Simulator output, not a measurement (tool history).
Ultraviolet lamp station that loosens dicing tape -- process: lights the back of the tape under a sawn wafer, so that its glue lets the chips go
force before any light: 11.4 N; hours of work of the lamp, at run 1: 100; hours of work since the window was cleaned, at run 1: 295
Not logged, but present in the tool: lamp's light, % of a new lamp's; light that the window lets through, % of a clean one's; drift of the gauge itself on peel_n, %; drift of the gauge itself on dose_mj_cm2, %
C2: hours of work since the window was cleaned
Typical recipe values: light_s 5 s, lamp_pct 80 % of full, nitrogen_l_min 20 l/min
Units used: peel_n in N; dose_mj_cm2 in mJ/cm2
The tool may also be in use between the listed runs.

Run 1, hour 0.0: usual settings; hours of work of the lamp 100; C2 295. Result: peel_n 0.198 N, dose_mj_cm2 533 mJ/cm2.
At hour 4.2: window cleaned of glue's vapour.
Run 2, hour 40.2: usual settings; hours of work of the lamp 129; C2 27. Result: peel_n 0.219 N, dose_mj_cm2 528 mJ/cm2.
Run 3, hour 100.5: usual settings but nitrogen_l_min 8 l/min; hours of work of the lamp 173; C2 71. Result: peel_n 0.573 N, dose_mj_cm2 533 mJ/cm2.
Run 4, hour 150.5: usual settings but nitrogen_l_min 8 l/min; hours of work of the lamp 210; C2 108. Result: peel_n 0.581 N, dose_mj_cm2 535 mJ/cm2.
Run 5, hour 206.5: usual settings but nitrogen_l_min 8 l/min; hours of work of the lamp 252; C2 149. Result: peel_n 0.595 N, dose_mj_cm2 533 mJ/cm2.
Run 6, hour 252.4: usual settings but light_s 2 s, nitrogen_l_min 8 l/min; hours of work of the lamp 285; C2 183. Result: peel_n 3.287 N, dose_mj_cm2 216 mJ/cm2.
Run 7, hour 325.4: usual settings but light_s 2 s, nitrogen_l_min 8 l/min; hours of work of the lamp 339; C2 237. Result: peel_n 3.248 N, dose_mj_cm2 210 mJ/cm2.
Run 8, hour 394.1: usual settings but light_s 2 s, nitrogen_l_min 8 l/min; hours of work of the lamp 390; C2 288. Result: peel_n 3.269 N, dose_mj_cm2 210 mJ/cm2.
At hour 406.5: window cleaned of glue's vapour.
Run 9, hour 463.2: usual settings but light_s 2 s, nitrogen_l_min 8 l/min; hours of work of the lamp 441; C2 42. Result: peel_n 3.264 N, dose_mj_cm2 212 mJ/cm2.
Run 10, hour 521.8: usual settings but light_s 2 s, nitrogen_l_min 8 l/min; hours of work of the lamp 484; C2 85. Result: peel_n 3.237 N, dose_mj_cm2 215 mJ/cm2.
Run 11, hour 592.9: usual settings but nitrogen_l_min 7 l/min; hours of work of the lamp 536; C2 138. Result: peel_n 0.656 N, dose_mj_cm2 526 mJ/cm2.
Run 12, hour 639.5: usual settings; hours of work of the lamp 571; C2 172. Result: peel_n 0.215 N, dose_mj_cm2 526 mJ/cm2.
Run 13, hour 688.0: usual settings; hours of work of the lamp 606; C2 208. Result: peel_n 0.220 N, dose_mj_cm2 533 mJ/cm2.
Run 14, hour 765.2: usual settings but light_s 3 s; hours of work of the lamp 663; C2 265. Result: peel_n 0.762 N, dose_mj_cm2 319 mJ/cm2.
At hour 780.7: lamp changed.
At hour 810.7: window cleaned of glue's vapour.
Run 15, hour 830.5: usual settings but light_s 3 s; hours of work of the lamp 36; C2 15. Result: peel_n 0.745 N, dose_mj_cm2 320 mJ/cm2.
Run 16, hour 864.1: usual settings but light_s 3 s; hours of work of the lamp 61; C2 39. Result: peel_n 0.780 N, dose_mj_cm2 320 mJ/cm2.
Run 17, hour 902.7: usual settings but light_s 3 s; hours of work of the lamp 90; C2 68. Result: peel_n 0.767 N, dose_mj_cm2 318 mJ/cm2.
Run 18, hour 975.1: usual settings but light_s 8 s; hours of work of the lamp 143; C2 121. Result: peel_n 0.119 N, dose_mj_cm2 851 mJ/cm2.
Run 19, hour 1043.7: usual settings but light_s 8 s; hours of work of the lamp 194; C2 172. Result: peel_n 0.105 N, dose_mj_cm2 841 mJ/cm2.
Run 20, hour 1110.8: usual settings but light_s 8 s; hours of work of the lamp 243; C2 221. Result: peel_n 0.119 N, dose_mj_cm2 840 mJ/cm2.
Run 21, hour 1168.0: usual settings but light_s 8 s; hours of work of the lamp 285; C2 264. Result: peel_n 0.120 N, dose_mj_cm2 846 mJ/cm2.
At hour 1212.0: window cleaned of glue's vapour.
Run 22, hour 1229.8: usual settings but nitrogen_l_min 11 l/min; hours of work of the lamp 331; C2 13. Result: peel_n 0.404 N, dose_mj_cm2 530 mJ/cm2.
Run 23, hour 1293.0: usual settings but nitrogen_l_min 11 l/min; hours of work of the lamp 377; C2 60. Result: peel_n 0.399 N, dose_mj_cm2 535 mJ/cm2.
Run 24, hour 1362.4: usual settings but nitrogen_l_min 11 l/min; hours of work of the lamp 428; C2 111. Result: peel_n 0.416 N, dose_mj_cm2 529 mJ/cm2.
Run 25, hour 1440.4: usual settings but light_s 6 s, nitrogen_l_min 6 l/min; hours of work of the lamp 486; C2 169. Result: peel_n 0.490 N, dose_mj_cm2 633 mJ/cm2.
Run 26, hour 1517.0: usual settings but light_s 6 s, nitrogen_l_min 6 l/min; hours of work of the lamp 542; C2 225. Result: peel_n 0.495 N, dose_mj_cm2 639 mJ/cm2.
Run 27, hour 1575.1: usual settings but light_s 4 s, lamp_pct 63 % of full, nitrogen_l_min 15 l/min; hours of work of the lamp 585; C2 268. Result: peel_n 0.890 N, dose_mj_cm2 330 mJ/cm2.
At hour 1616.3: window cleaned of glue's vapour.
Run 28, hour 1626.5: usual settings but light_s 2 s, lamp_pct 69 % of full, nitrogen_l_min 15 l/min; hours of work of the lamp 623; C2 8. Result: peel_n 2.859 N, dose_mj_cm2 185 mJ/cm2.
Run 29, hour 1658.5: usual settings but light_s 2 s, lamp_pct 69 % of full, nitrogen_l_min 15 l/min; hours of work of the lamp 646; C2 31. Result: peel_n 2.737 N, dose_mj_cm2 183 mJ/cm2.
Run 30, hour 1690.6: usual settings but light_s 2 s, lamp_pct 69 % of full, nitrogen_l_min 15 l/min; hours of work of the lamp 670; C2 55. Result: peel_n 2.837 N, dose_mj_cm2 180 mJ/cm2.
At hour 1696.5: lamp changed.
Run 31, hour 1751.1: usual settings but light_s 2 s, lamp_pct 71 % of full, nitrogen_l_min 9 l/min; hours of work of the lamp 40; C2 99. Result: peel_n 3.529 N, dose_mj_cm2 187 mJ/cm2.
Run 32, hour 1817.2: usual settings but light_s 9 s, lamp_pct 87 % of full, nitrogen_l_min 27 l/min; hours of work of the lamp 89; C2 147. Result: peel_n 0.130 N, dose_mj_cm2 1030 mJ/cm2.
Run 33, hour 1892.5: usual settings but light_s 3 s, lamp_pct 69 % of full, nitrogen_l_min 8 l/min; hours of work of the lamp 145; C2 203. Result: peel_n 2.232 N, dose_mj_cm2 271 mJ/cm2.
Run 34, hour 1971.1: usual settings but light_s 6 s, lamp_pct 60 % of full, nitrogen_l_min 6 l/min; hours of work of the lamp 203; C2 261. Result: peel_n 1.022 N, dose_mj_cm2 474 mJ/cm2.
At hour 2022.9: window cleaned of glue's vapour.
Run 35, hour 2025.2: usual settings but light_s 6 s, lamp_pct 60 % of full, nitrogen_l_min 6 l/min; hours of work of the lamp 242; C2 2. Result: peel_n 1.012 N, dose_mj_cm2 478 mJ/cm2.
Run 36, hour 2067.6: usual settings but light_s 6 s, lamp_pct 72 % of full, nitrogen_l_min 7 l/min; hours of work of the lamp 273; C2 33. Result: peel_n 0.549 N, dose_mj_cm2 567 mJ/cm2.
Run 37, hour 2104.4: usual settings but light_s 6 s, lamp_pct 72 % of full, nitrogen_l_min 7 l/min; hours of work of the lamp 301; C2 60. Result: peel_n 0.554 N, dose_mj_cm2 576 mJ/cm2.
Run 38, hour 2142.0: usual settings but light_s 9 s, nitrogen_l_min 23 l/min; hours of work of the lamp 328; C2 88. Result: peel_n 0.120 N, dose_mj_cm2 946 mJ/cm2.
Run 39, hour 2216.7: usual settings but lamp_pct 75 % of full, nitrogen_l_min 7 l/min; hours of work of the lamp 383; C2 143. Result: peel_n 0.765 N, dose_mj_cm2 495 mJ/cm2.
Run 40, hour 2252.9: usual settings but lamp_pct 71 % of full, nitrogen_l_min 15 l/min; hours of work of the lamp 410; C2 170. Result: peel_n 0.391 N, dose_mj_cm2 474 mJ/cm2.
Run 41, hour 2322.4: usual settings but light_s 9 s, lamp_pct 95 % of full; hours of work of the lamp 461; C2 221. Result: peel_n 0.118 N, dose_mj_cm2 1133 mJ/cm2.
Run 42, hour 2375.5: usual settings but light_s 9 s, lamp_pct 95 % of full; hours of work of the lamp 501; C2 260. Result: peel_n 0.113 N, dose_mj_cm2 1136 mJ/cm2.

Below are 4 alternative next runs, each starting from the tool's condition after run 42. Predict each:
At hour 2425.6: window cleaned of glue's vapour.
Run A, hour 2427.8: usual settings but lamp_pct 72 % of full; hours of work of the lamp 539; C2 2. Result: peel_n ?, dose_mj_cm2 ?.
At hour 2425.6: window cleaned of glue's vapour.
Run B, hour 2427.8: usual settings but lamp_pct 68 % of full; hours of work of the lamp 539; C2 2. Result: peel_n ?, dose_mj_cm2 ?.
At hour 2425.6: window cleaned of glue's vapour.
Run C, hour 2427.8: usual settings but light_s 8 s, lamp_pct 88 % of full, nitrogen_l_min 10 l/min; hours of work of the lamp 539; C2 2. Result: peel_n ?, dose_mj_cm2 ?.
At hour 2425.6: window cleaned of glue's vapour.
Run D, hour 2427.8: usual settings but light_s 7 s, lamp_pct 95 % of full; hours of work of the lamp 539; C2 2. Result: peel_n ?, dose_mj_cm2 ?.

run  peel_n  dose_mj_cm2
  A   0.269          476
  B   0.312          452
  C   0.149          934
  D   0.125          884
With no hidden state in the tool, these same runs would have given:
run  peel_n  dose_mj_cm2
  A   0.267          477
  B   0.310          453
  C   0.149          936
  D   0.125          885

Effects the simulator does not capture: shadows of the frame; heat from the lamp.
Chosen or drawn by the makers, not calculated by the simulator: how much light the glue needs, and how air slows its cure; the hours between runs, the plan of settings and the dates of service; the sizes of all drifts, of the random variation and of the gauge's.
